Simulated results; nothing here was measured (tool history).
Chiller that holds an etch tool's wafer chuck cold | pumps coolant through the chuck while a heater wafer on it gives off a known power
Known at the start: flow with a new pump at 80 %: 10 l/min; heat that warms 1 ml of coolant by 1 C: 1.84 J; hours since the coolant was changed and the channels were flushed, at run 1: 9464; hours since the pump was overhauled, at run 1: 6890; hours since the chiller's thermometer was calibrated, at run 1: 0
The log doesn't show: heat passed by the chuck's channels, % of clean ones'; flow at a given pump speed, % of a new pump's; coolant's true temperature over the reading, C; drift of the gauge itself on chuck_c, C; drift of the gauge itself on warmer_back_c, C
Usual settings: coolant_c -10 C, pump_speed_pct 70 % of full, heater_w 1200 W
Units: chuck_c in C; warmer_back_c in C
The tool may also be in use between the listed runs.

run,hour,coolant_c,pump_speed_pct,heater_w,hours since the coolant was changed and the channels were flushed,hours since the pump was overhauled,hours since the chiller's thermometer was calibrated,chuck_c,warmer_back_c
1,0,-10,70,1200,9464,6890,0,3.9,4.79
2,143.4,-10,70,1200,9608,7034,143,4,4.8
3,241.7,-10,70,1200,9706,7132,242,4.2,4.85
4,329.1,-17,70,1200,9793,7220,329,-3.1,4.84
5,451.2,-17,70,1200,9915,7342,451,-2.8,4.88
6,577.8,-10,69,1200,10042,7468,578,4.4,4.92
7,713.6,-10,70,1200,10178,7604,714,4.2,4.81
8,894,-10,70,995,10358,7784,894,1.8,4.04
9,1026.6,-10,70,1200,10491,7917,1027,4.3,4.82
10,1218.7,-10,70,1200,10683,8109,1219,4.4,4.88
# hour 1254.2: coolant changed, channels flushed
11,1325,-10,70,1200,71,8209,1319,2.8,4.87
12,1505.6,-10,70,1200,251,8390,1500,2.9,4.93
13,1676.5,-10,70,1200,422,8561,1671,2.9,4.89
14,1847.7,-10,70,1200,593,8732,1842,3.1,4.96
15,1952.9,-10,70,1200,699,8837,1947,2.9,4.91
16,2112.1,-10,70,1200,858,8997,2106,3,4.97
17,2264,-11,94,1435,1010,9148,2258,1,4.4
# hour 2280.2: chiller's thermometer calibrated
18,2475,-11,94,1435,1220,9358,195,1.3,4.41
19,2615.4,-11,94,1435,1360,9499,335,1.3,4.39
20,2822.1,-8,93,1200,1567,9706,542,2.6,3.73
21,3011.1,-18,70,871,1756,9895,731,-8,3.68
# hour 3031.8: chiller's thermometer calibrated, once more
22,3137.9,-11,76,1345,1882,10020,106,2.9,5.12
23,3325.6,-5,82,1484,2069,10208,294,9.1,5.34
24,3421.6,-5,82,1484,2165,10304,390,9.2,5.25
25,3522.6,-10,77,1200,2266,10405,491,2.1,4.53
26,3697.1,-10,77,1200,2441,10580,665,2.2,4.61
27,3794.7,-6,78,1200,2538,10677,763,6.4,4.53
28,3973.7,-20,72,1007,2717,10856,942,-8.8,4.12
29,4106.7,-5,81,1055,2850,10989,1075,5.4,3.82
30,4231.4,0,81,1394,2975,11114,1200,14,5.05
31,4331,-18,70,954,3075,11213,1299,-7.1,4.03

4 ways to go on from here, each from the tool as it stands after run 31. What would each give?
A,4437.2,-9,70,1200,3181,11320,1405,?,?
B,4437.2,-18,92,954,3181,11320,1405,?,?
C,4437.2,-7,70,1076,3181,11320,1405,?,?
D,4437.2,-3,70,1200,3181,11320,1405,?,?

run,chuck_c,warmer_back_c
A,4.7,5.1
B,-9.3,3.09
C,5.2,4.64
D,10.7,5.09
Without the tool's hidden state the same runs would have given:
run,chuck_c,warmer_back_c
A,2.7,4.5
B,-10.6,2.72
C,3.4,4.1
D,8.6,4.49

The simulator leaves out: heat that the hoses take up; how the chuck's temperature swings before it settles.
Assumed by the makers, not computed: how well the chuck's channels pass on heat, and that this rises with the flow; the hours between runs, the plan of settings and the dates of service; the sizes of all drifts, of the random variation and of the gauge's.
